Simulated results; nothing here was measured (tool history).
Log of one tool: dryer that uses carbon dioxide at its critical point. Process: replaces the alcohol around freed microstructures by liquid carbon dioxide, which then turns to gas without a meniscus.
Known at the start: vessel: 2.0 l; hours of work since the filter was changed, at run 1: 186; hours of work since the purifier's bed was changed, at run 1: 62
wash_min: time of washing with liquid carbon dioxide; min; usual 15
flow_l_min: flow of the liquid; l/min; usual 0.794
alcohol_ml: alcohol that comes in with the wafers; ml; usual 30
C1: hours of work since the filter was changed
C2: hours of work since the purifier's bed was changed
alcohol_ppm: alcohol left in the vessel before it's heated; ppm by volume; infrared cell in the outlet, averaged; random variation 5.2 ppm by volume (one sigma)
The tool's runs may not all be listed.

{"run": 1, "hour": 0.0, "wash_min": 15, "flow_l_min": 0.794, "alcohol_ml": 30, "C1": 186, "C2": 62, "alcohol_ppm": 129}
{"run": 2, "hour": 20.0, "wash_min": 15, "flow_l_min": 0.794, "alcohol_ml": 30, "C1": 196, "C2": 71, "alcohol_ppm": 124}
{"run": 3, "hour": 45.4, "wash_min": 15, "flow_l_min": 0.794, "alcohol_ml": 30, "C1": 207, "C2": 83, "alcohol_ppm": 123}
{"run": 4, "hour": 59.2, "wash_min": 15, "flow_l_min": 0.794, "alcohol_ml": 30, "C1": 214, "C2": 89, "alcohol_ppm": 128}
{"run": 5, "hour": 87.2, "wash_min": 15, "flow_l_min": 0.794, "alcohol_ml": 30, "C1": 227, "C2": 102, "alcohol_ppm": 127}
{"run": 6, "hour": 100.7, "wash_min": 15, "flow_l_min": 0.794, "alcohol_ml": 30, "C1": 233, "C2": 109, "alcohol_ppm": 140}
{"run": 7, "hour": 120.6, "wash_min": 15, "flow_l_min": 0.794, "alcohol_ml": 30, "C1": 242, "C2": 118, "alcohol_ppm": 141}
{"run": 8, "hour": 145.7, "wash_min": 15, "flow_l_min": 0.794, "alcohol_ml": 30, "C1": 254, "C2": 130, "alcohol_ppm": 150}
{"hour": 152.1, "done": "inlet filter changed"}
{"run": 9, "hour": 164.0, "wash_min": 15, "flow_l_min": 0.794, "alcohol_ml": 100, "C1": 6, "C2": 138, "alcohol_ppm": 299}
{"run": 10, "hour": 178.7, "wash_min": 15, "flow_l_min": 0.794, "alcohol_ml": 100, "C1": 12, "C2": 144, "alcohol_ppm": 302}
{"run": 11, "hour": 195.4, "wash_min": 15, "flow_l_min": 0.794, "alcohol_ml": 100, "C1": 20, "C2": 152, "alcohol_ppm": 305}
{"run": 12, "hour": 221.4, "wash_min": 15, "flow_l_min": 0.794, "alcohol_ml": 100, "C1": 32, "C2": 164, "alcohol_ppm": 325}
{"run": 13, "hour": 245.0, "wash_min": 15, "flow_l_min": 0.794, "alcohol_ml": 100, "C1": 43, "C2": 175, "alcohol_ppm": 326}
{"run": 14, "hour": 261.6, "wash_min": 15, "flow_l_min": 0.794, "alcohol_ml": 30, "C1": 51, "C2": 183, "alcohol_ppm": 110}
{"run": 15, "hour": 289.7, "wash_min": 15, "flow_l_min": 0.477, "alcohol_ml": 30, "C1": 64, "C2": 196, "alcohol_ppm": 786}
{"run": 16, "hour": 312.6, "wash_min": 12, "flow_l_min": 0.592, "alcohol_ml": 29, "C1": 75, "C2": 207, "alcohol_ppm": 742}
{"run": 17, "hour": 326.4, "wash_min": 15, "flow_l_min": 1.158, "alcohol_ml": 76, "C1": 81, "C2": 213, "alcohol_ppm": 60}
{"run": 18, "hour": 343.5, "wash_min": 14, "flow_l_min": 1.194, "alcohol_ml": 37, "C1": 89, "C2": 221, "alcohol_ppm": 56}
{"run": 19, "hour": 363.1, "wash_min": 23, "flow_l_min": 0.531, "alcohol_ml": 37, "C1": 98, "C2": 230, "alcohol_ppm": 152}
{"run": 20, "hour": 390.9, "wash_min": 13, "flow_l_min": 0.541, "alcohol_ml": 76, "C1": 111, "C2": 243, "alcohol_ppm": 2072}
{"run": 21, "hour": 423.1, "wash_min": 13, "flow_l_min": 0.541, "alcohol_ml": 76, "C1": 126, "C2": 258, "alcohol_ppm": 2075}
{"run": 22, "hour": 452.8, "wash_min": 17, "flow_l_min": 0.595, "alcohol_ml": 49, "C1": 140, "C2": 272, "alcohol_ppm": 405}
{"run": 23, "hour": 475.2, "wash_min": 17, "flow_l_min": 0.595, "alcohol_ml": 49, "C1": 150, "C2": 282, "alcohol_ppm": 397}
{"run": 24, "hour": 505.6, "wash_min": 11, "flow_l_min": 0.595, "alcohol_ml": 55, "C1": 164, "C2": 296, "alcohol_ppm": 1896}
{"run": 25, "hour": 531.7, "wash_min": 15, "flow_l_min": 0.794, "alcohol_ml": 30, "C1": 177, "C2": 309, "alcohol_ppm": 159}
{"run": 26, "hour": 547.0, "wash_min": 15, "flow_l_min": 0.794, "alcohol_ml": 22, "C1": 184, "C2": 316, "alcohol_ppm": 130}
{"run": 27, "hour": 561.7, "wash_min": 15, "flow_l_min": 0.794, "alcohol_ml": 22, "C1": 191, "C2": 323, "alcohol_ppm": 132}
{"run": 28, "hour": 590.5, "wash_min": 15, "flow_l_min": 0.794, "alcohol_ml": 22, "C1": 204, "C2": 336, "alcohol_ppm": 135}

The same runs without the tool's hidden state, with the same run-to-run variation:
The hidden state here: flow that reaches the vessel past the clogged filter, %; alcohol in the recycled carbon dioxide, ppm; drift of the gauge itself on alcohol_ppm, %.
run=1 alcohol_ppm=89
run=2 alcohol_ppm=82
run=3 alcohol_ppm=78
run=4 alcohol_ppm=80
run=5 alcohol_ppm=76
run=6 alcohol_ppm=88
run=7 alcohol_ppm=84
run=8 alcohol_ppm=88
run=9 alcohol_ppm=265
run=10 alcohol_ppm=265
run=11 alcohol_ppm=264
run=12 alcohol_ppm=275
run=13 alcohol_ppm=271
run=14 alcohol_ppm=71
run=15 alcohol_ppm=703
run=16 alcohol_ppm=655
run=17 alcohol_ppm=21
run=18 alcohol_ppm=17
run=19 alcohol_ppm=98
run=20 alcohol_ppm=1829
run=21 alcohol_ppm=1807
run=22 alcohol_ppm=301
run=23 alcohol_ppm=288
run=24 alcohol_ppm=1608
run=25 alcohol_ppm=85
run=26 alcohol_ppm=61
run=27 alcohol_ppm=62
run=28 alcohol_ppm=60
